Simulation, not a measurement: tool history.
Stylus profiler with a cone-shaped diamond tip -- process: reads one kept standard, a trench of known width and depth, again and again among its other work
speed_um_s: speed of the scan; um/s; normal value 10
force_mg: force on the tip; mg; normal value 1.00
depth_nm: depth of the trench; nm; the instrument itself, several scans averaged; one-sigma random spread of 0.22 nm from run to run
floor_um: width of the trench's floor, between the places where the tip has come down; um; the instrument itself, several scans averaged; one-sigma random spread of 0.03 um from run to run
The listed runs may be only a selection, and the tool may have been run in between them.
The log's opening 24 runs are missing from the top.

| run | hour | speed_um_s | force_mg | scans with this tip | hours of work since the height scale was calibrated | depth_nm | floor_um |
|---|---|---|---|---|---|---|---|
| 25 | 627.6 | 19 | 1.00 | 3365 | 706 | 1005.26 | 25.67 |
| 26 | 643.3 | 19 | 1.18 | 3406 | 715 | 1006.15 | 25.76 |
| 27 | 667.0 | 19 | 2.75 | 3468 | 728 | 1011.90 | 25.73 |
| 28 | 701.0 | 39 | 0.47 | 3557 | 746 | 1002.20 | 25.39 |
| 29 | 718.5 | 39 | 2.18 | 3603 | 756 | 1009.59 | 25.58 |
| 30 | 741.2 | 39 | 2.18 | 3662 | 768 | 1009.73 | 25.63 |
| 31 | 761.7 | 3 | 2.18 | 3716 | 780 | 1009.76 | 25.78 |
| 32 | 794.5 | 5 | 1.97 | 3801 | 798 | 1008.59 | 25.76 |
| 33 | 827.6 | 5 | 1.97 | 3888 | 816 | 1008.77 | 25.78 |
| 34 | 851.8 | 5 | 1.97 | 3951 | 829 | 1008.55 | 25.74 |
| 35 | 870.5 | 5 | 1.97 | 4000 | 839 | 1008.44 | 25.76 |
| 36 | 902.7 | 5 | 1.58 | 4084 | 857 | 1006.95 | 25.77 |
| 37 | 927.6 | 30 | 1.00 | 4149 | 871 | 1004.62 | 25.52 |
| 38 | 948.4 | 30 | 1.00 | 4204 | 882 | 1004.64 | 25.53 |
| 39 | 978.5 | 2 | 0.35 | 4282 | 899 | 1001.34 | 25.70 |
| 40 | 1007.7 | 16 | 2.17 | 4359 | 915 | 1009.15 | 25.74 |
| 41 | 1023.7 | 16 | 2.17 | 4401 | 923 | 1009.35 | 25.69 |
| 42 | 1043.8 | 3 | 1.01 | 4453 | 934 | 1004.74 | 25.72 |
| 43 | 1075.7 | 3 | 1.01 | 4536 | 952 | 1004.46 | 25.73 |
| 44 | 1095.0 | 3 | 1.01 | 4587 | 962 | 1004.21 | 25.72 |
| 45 | 1129.7 | 8 | 1.80 | 4678 | 981 | 1007.67 | 25.65 |
| 46 | 1159.5 | 4 | 2.81 | 4755 | 998 | 1010.70 | 25.69 |
| 47 | 1193.5 | 6 | 1.09 | 4844 | 1016 | 1005.01 | 25.76 |

Branching from run 47: 3 alternative next runs. What would each branch give?
| A | 1209.0 | 19 | 0.70 | 4885 | 1025 | ? | ? |
| B | 1209.0 | 20 | 0.36 | 4885 | 1025 | ? | ? |
| C | 1209.0 | 6 | 0.46 | 4885 | 1025 | ? | ? |

| run | depth_nm | floor_um |
|---|---|---|
| A | 1002.72 | 25.59 |
| B | 1001.25 | 25.47 |
| C | 1001.37 | 25.69 |
What these runs would have given with no unlogged condition in the tool:
| run | depth_nm | floor_um |
|---|---|---|
| A | 1005.00 | 25.85 |
| B | 1003.53 | 25.73 |
| C | 1003.66 | 25.96 |

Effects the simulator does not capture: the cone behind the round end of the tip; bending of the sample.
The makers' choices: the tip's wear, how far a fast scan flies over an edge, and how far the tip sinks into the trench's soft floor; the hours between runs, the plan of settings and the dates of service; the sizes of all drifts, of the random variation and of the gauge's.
